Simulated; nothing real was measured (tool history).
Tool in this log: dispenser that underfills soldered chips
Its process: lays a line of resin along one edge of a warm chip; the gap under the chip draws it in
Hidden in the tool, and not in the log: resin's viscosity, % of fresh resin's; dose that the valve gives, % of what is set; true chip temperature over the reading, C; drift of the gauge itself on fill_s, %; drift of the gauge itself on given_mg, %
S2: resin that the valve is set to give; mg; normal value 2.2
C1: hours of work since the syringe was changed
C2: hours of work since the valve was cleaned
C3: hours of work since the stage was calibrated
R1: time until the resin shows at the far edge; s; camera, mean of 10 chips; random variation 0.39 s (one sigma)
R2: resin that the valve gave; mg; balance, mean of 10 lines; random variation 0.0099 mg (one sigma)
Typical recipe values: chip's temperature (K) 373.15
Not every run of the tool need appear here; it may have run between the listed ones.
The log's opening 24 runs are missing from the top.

At hour 234.3: new syringe of resin.
Run 25, hour 235.5: usual settings but chip's temperature (K) 377.15, S2 2.87 mg; C1 1; C2 38; C3 531. Result: R1 20.1 s, R2 2.793 mg.
Run 26, hour 247.7: usual settings but S2 2.51 mg; C1 10; C2 47; C3 540. Result: R1 51.4 s, R2 2.405 mg.
At hour 249.6: new syringe of resin.
Run 27, hour 260.2: usual settings but S2 2.51 mg; C1 8; C2 56; C3 549. Result: R1 43.8 s, R2 2.406 mg.
At hour 264.7: new syringe of resin.
Run 28, hour 271.9: usual settings but chip's temperature (K) 378.15, S2 2.07 mg; C1 5; C2 65; C3 558. Result: R1 30.8 s, R2 1.957 mg.
At hour 280.8: new syringe of resin.
Run 29, hour 284.7: usual settings but chip's temperature (K) 378.15, S2 2.07 mg; C1 3; C2 74; C3 567. Result: R1 25.2 s, R2 1.95 mg.
Run 30, hour 292.4: usual settings but chip's temperature (K) 363.15, S2 1.98 mg; C1 9; C2 79; C3 573. Result: R1 69.6 s, R2 1.862 mg.
At hour 296: new syringe of resin.
Run 31, hour 301.8: usual settings but chip's temperature (K) 363.15, S2 1.98 mg; C1 4; C2 86; C3 579. Result: R1 47.5 s, R2 1.85 mg.
At hour 311.8: new syringe of resin.
Run 32, hour 314.9: usual settings but chip's temperature (K) 377.15, S2 2.19 mg; C1 2; C2 95; C3 589. Result: R1 24 s, R2 2.025 mg.
Run 33, hour 321.4: usual settings but chip's temperature (K) 378.15, S2 2.74 mg; C1 7; C2 100; C3 593. Result: R1 34.2 s, R2 2.537 mg.
At hour 327.2: new syringe of resin.
Run 34, hour 329.5: usual settings but chip's temperature (K) 358.15, S2 2.67 mg; C1 2; C2 106; C3 599. Result: R1 43.1 s, R2 2.445 mg.

Consider 3 possible next runs. They are alternatives, not a sequence: every one starts from the tool as it was left by run 34. What does each give?
At hour 337.5: dispensing valve cleaned and set on the balance.
Run A, hour 339.4: usual settings but chip's temperature (K) 383.15, S2 2.03 mg; C1 8; C2 1; C3 606. Result: R1 ?, R2 ?.
At hour 337.5: dispensing valve cleaned and set on the balance.
Run B, hour 339.4: usual settings but chip's temperature (K) 372.15, S2 1.93 mg; C1 8; C2 1; C3 606. Result: R1 ?, R2 ?.
At hour 337.5: dispensing valve cleaned and set on the balance.
Run C, hour 339.4: usual settings but chip's temperature (K) 380.15, S2 2.74 mg; C1 8; C2 1; C3 606. Result: R1 ?, R2 ?.

run    R1     R2
  A  33.3   2.03
  B  48.8  1.933
  C  35.2  2.729
The same runs, with their run-to-run variation unchanged, on a tool lacking any hidden condition would have given:
run    R1     R2
  A  17.9  2.033
  B  26.5  1.936
  C  19.1  2.733
